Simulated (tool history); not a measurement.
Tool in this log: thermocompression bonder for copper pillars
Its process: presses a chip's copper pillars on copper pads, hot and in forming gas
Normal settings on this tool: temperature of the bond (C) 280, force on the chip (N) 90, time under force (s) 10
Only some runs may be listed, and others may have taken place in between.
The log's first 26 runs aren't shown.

| run | hour | temperature of the bond (C) | force on the chip (N) | time under force (s) | force that shears a chip off (N) |
|---|---|---|---|---|---|
| 27 | 274.7 | 273 | 133 | 21 | 87.5 |
| 28 | 284.7 | 305 | 84 | 30 | 109.7 |
| 29 | 298.9 | 276 | 84 | 30 | 82.3 |
| 30 | 309.7 | 259 | 62 | 7 | 30.3 |
| 31 | 323.5 | 259 | 70 | 6 | 31 |
| 32 | 337.7 | 277 | 93 | 10 | 59 |
| 33 | 345.1 | 277 | 97 | 26 | 84.1 |
| 34 | 359.8 | 277 | 97 | 26 | 84.1 |
| 35 | 373.1 | 280 | 120 | 13 | 75.8 |
| 36 | 382.7 | 308 | 131 | 21 | 116.5 |
| 37 | 392.5 | 308 | 131 | 21 | 117.7 |
| 38 | 404.1 | 280 | 89 | 8 | 55.1 |
| 39 | 412.3 | 280 | 89 | 8 | 55.7 |
| 40 | 426.4 | 280 | 89 | 8 | 54.4 |

Alternative continuations, all from the tool just after run 40; predict every row:
| A | 438.1 | 287 | 89 | 8 | ? |
| B | 438.1 | 280 | 102 | 8 | ? |
| C | 438.1 | 264 | 63 | 12 | ? |
| D | 438.1 | 301 | 90 | 6 | ? |

| run | force that shears a chip off (N) |
|---|---|
| A | 59.7 |
| B | 59.1 |
| C | 42.4 |
| D | 65.5 |
The same runs, with their run-to-run variation unchanged, on a tool lacking any hidden condition would have given:
| run | force that shears a chip off (N) |
|---|---|
| A | 66.2 |
| B | 65.5 |
| C | 47.1 |
| D | 72.6 |
